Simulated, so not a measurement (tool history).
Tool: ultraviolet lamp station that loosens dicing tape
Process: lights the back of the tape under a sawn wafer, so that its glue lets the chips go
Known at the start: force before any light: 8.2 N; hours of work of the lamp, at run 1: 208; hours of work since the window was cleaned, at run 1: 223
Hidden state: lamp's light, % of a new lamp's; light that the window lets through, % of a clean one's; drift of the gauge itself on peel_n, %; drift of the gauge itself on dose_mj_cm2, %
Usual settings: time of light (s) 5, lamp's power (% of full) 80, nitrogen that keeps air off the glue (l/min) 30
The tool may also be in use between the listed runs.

run   hour  time of light (s)  lamp's power (% of full)  nitrogen that keeps air off the glue (l/min)  hours of work of the lamp  hours of work since the window was cleaned  force that peels the tape off (N)  light that reached the tape (J/m2)
  1      0                  5                        80                                            30                        208                                         223                              1.016                                2420
  2   20.5                  5                        80                                            56                        218                                         232                              0.662                                2430
  3   48.8                  5                        80                                            56                        231                                         246                              0.706                                2400
  4   75.3                  8                        80                                            30                        243                                         258                              0.397                                3860
  5   92.1                  8                        80                                            30                        251                                         266                              0.387                                3840
  6  112.1                  8                        80                                            30                        261                                         275                              0.415                                3760
  7  136.5                  3                        82                                            30                        272                                         286                              2.393                                1470
     139.9  -- window cleaned of glue's vapour
  8  167.8                  5                        95                                            18                        286                                          13                              1.262                                2700
  9  193.4                  5                        95                                            18                        298                                          25                              1.297                                2720
 10  210.4                  2                        76                                            11                        306                                          33                                5.1                                 880
 11  239.6                  5                        76                                            30                        320                                          46                              1.326                                2170

Hidden state at the last listed run before each entry between runs and at the first one after, where it differs:
Between runs 7 and 8: window cleaned of glue's vapour (hour 139.9)
  lamp's light, % of a new lamp's: 94 -> 93.7; light that the window lets through, % of a clean one's: 92.1 -> 89.4
  measured less the result without the state, force that peels the tape off (N): +0.412 -> +0.358; light that reached the tape (J/m2): -220 -> -530
